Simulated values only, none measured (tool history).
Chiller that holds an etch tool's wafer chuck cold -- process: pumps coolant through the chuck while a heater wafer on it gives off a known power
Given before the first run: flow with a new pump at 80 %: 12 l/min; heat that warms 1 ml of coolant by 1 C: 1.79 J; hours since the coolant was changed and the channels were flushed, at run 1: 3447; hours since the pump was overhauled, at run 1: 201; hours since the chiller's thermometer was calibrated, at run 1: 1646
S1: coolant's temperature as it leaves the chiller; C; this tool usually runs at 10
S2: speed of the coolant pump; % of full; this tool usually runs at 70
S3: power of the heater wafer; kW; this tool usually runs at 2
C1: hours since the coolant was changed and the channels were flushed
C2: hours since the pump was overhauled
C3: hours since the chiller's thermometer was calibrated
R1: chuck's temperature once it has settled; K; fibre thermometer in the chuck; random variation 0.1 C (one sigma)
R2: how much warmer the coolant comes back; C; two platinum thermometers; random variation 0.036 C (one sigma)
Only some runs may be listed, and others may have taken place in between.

Run 1, hour 0: usual settings; C1 3447; C2 201; C3 1646. Result: R1 300.75 K, R2 6.4 C.
Run 2, hour 16.1: usual settings; C1 3463; C2 217; C3 1662. Result: R1 300.75 K, R2 6.47 C.
Run 3, hour 36.4: usual settings; C1 3483; C2 237; C3 1682. Result: R1 300.55 K, R2 6.45 C.
Run 4, hour 57.6: usual settings; C1 3504; C2 259; C3 1703. Result: R1 300.55 K, R2 6.4 C.
Run 5, hour 81.7: usual settings but S3 1.526 kW; C1 3528; C2 283; C3 1727. Result: R1 296.65 K, R2 4.9 C.
Run 6, hour 114: usual settings but S3 1.526 kW; C1 3561; C2 315; C3 1760. Result: R1 296.55 K, R2 4.9 C.
Run 7, hour 131.4: usual settings but S3 1.526 kW; C1 3578; C2 332; C3 1777. Result: R1 296.85 K, R2 4.86 C.
Run 8, hour 158.6: usual settings but S3 1.526 kW; C1 3605; C2 359; C3 1804. Result: R1 296.65 K, R2 4.96 C.
Run 9, hour 182.5: usual settings but S3 1.526 kW; C1 3629; C2 383; C3 1828. Result: R1 296.45 K, R2 4.92 C.
Run 10, hour 200.8: usual settings but S3 1.526 kW; C1 3648; C2 402; C3 1847. Result: R1 296.55 K, R2 5 C.
Run 11, hour 219.2: usual settings but S3 1.526 kW; C1 3666; C2 420; C3 1865. Result: R1 296.55 K, R2 4.94 C.
Run 12, hour 239.9: usual settings but S2 80 % of full; C1 3687; C2 441; C3 1886. Result: R1 299.35 K, R2 5.68 C.
Run 13, hour 260.9: usual settings but S2 80 % of full; C1 3708; C2 462; C3 1907. Result: R1 299.35 K, R2 5.67 C.
Run 14, hour 276.3: usual settings but S1 8 C, S2 80 % of full; C1 3723; C2 477; C3 1922. Result: R1 297.65 K, R2 5.64 C.
Run 15, hour 299.2: usual settings but S3 2.255 kW; C1 3746; C2 500; C3 1945. Result: R1 303.15 K, R2 7.31 C.
Run 16, hour 332.2: usual settings but S2 75 % of full; C1 3779; C2 533; C3 1978. Result: R1 299.95 K, R2 6.09 C.
Run 17, hour 352.3: usual settings but S2 86 % of full, S3 1.06 kW; C1 3799; C2 553; C3 1998. Result: R1 291.55 K, R2 2.82 C.
Run 18, hour 386.6: usual settings but S2 76 % of full, S3 1.513 kW; C1 3833; C2 587; C3 2032. Result: R1 295.65 K, R2 4.46 C.
Run 19, hour 414.8: usual settings but S2 76 % of full, S3 1.513 kW; C1 3862; C2 616; C3 2061. Result: R1 296.05 K, R2 4.54 C.
Run 20, hour 447.2: usual settings but S2 76 % of full, S3 1.513 kW; C1 3894; C2 648; C3 2093. Result: R1 295.85 K, R2 4.56 C.
Run 21, hour 470.9: usual settings but S1 20 C, S2 96 % of full, S3 2.688 kW; C1 3918; C2 672; C3 2117. Result: R1 313.05 K, R2 6.35 C.
Run 22, hour 489.3: usual settings but S1 20 C, S2 96 % of full, S3 2.688 kW; C1 3936; C2 690; C3 2135. Result: R1 313.15 K, R2 6.4 C.
Run 23, hour 509.9: usual settings but S1 20 C, S2 96 % of full, S3 2.688 kW; C1 3957; C2 711; C3 2156. Result: R1 313.05 K, R2 6.36 C.
Run 24, hour 537.4: usual settings but S1 20 C, S2 63 % of full, S3 2.817 kW; C1 3984; C2 738; C3 2183. Result: R1 319.95 K, R2 10.23 C.
Run 25, hour 564.5: usual settings but S1 4 C, S2 81 % of full, S3 2.129 kW; C1 4011; C2 765; C3 2210. Result: R1 294.65 K, R2 5.97 C.
Run 26, hour 579.2: usual settings but S1 4 C, S2 81 % of full, S3 2.129 kW; C1 4026; C2 780; C3 2225. Result: R1 294.55 K, R2 6 C.
Run 27, hour 607: usual settings but S1 15 C, S2 74 % of full; C1 4054; C2 808; C3 2253. Result: R1 305.65 K, R2 6.18 C.
Run 28, hour 637.5: usual settings but S2 68 % of full; C1 4084; C2 838; C3 2283. Result: R1 301.25 K, R2 6.73 C.
Run 29, hour 653.1: usual settings but S2 68 % of full; C1 4100; C2 854; C3 2299. Result: R1 301.45 K, R2 6.72 C.
Run 30, hour 672.4: usual settings but S1 4 C, S2 65 % of full, S3 1.336 kW; C1 4119; C2 873; C3 2318. Result: R1 289.65 K, R2 4.69 C.
Run 31, hour 688.3: usual settings but S1 4 C, S2 65 % of full, S3 1.336 kW; C1 4135; C2 889; C3 2334. Result: R1 289.65 K, R2 4.72 C.
Run 32, hour 712.6: usual settings but S1 4 C, S2 65 % of full, S3 1.336 kW; C1 4159; C2 914; C3 2358. Result: R1 289.85 K, R2 4.68 C.

Branching from run 32: 3 alternative next runs. What would each branch give?
Run A, hour 733.9: usual settings but S1 7 C, S2 81 % of full, S3 2.361 kW; C1 4181; C2 935; C3 2380. Result: R1 ?, R2 ?.
Run B, hour 733.9: usual settings but S3 1.351 kW; C1 4181; C2 935; C3 2380. Result: R1 ?, R2 ?.
Run C, hour 733.9: usual settings but S2 75 % of full, S3 2.069 kW; C1 4181; C2 935; C3 2380. Result: R1 ?, R2 ?.

run      R1    R2
  A  299.75  6.66
  B  295.25  4.42
  C  300.95  6.34
What these runs would have given with no unlogged condition in the tool:
run      R1    R2
  A  297.75  6.49
  B  293.95  4.31
  C  299.15  6.18

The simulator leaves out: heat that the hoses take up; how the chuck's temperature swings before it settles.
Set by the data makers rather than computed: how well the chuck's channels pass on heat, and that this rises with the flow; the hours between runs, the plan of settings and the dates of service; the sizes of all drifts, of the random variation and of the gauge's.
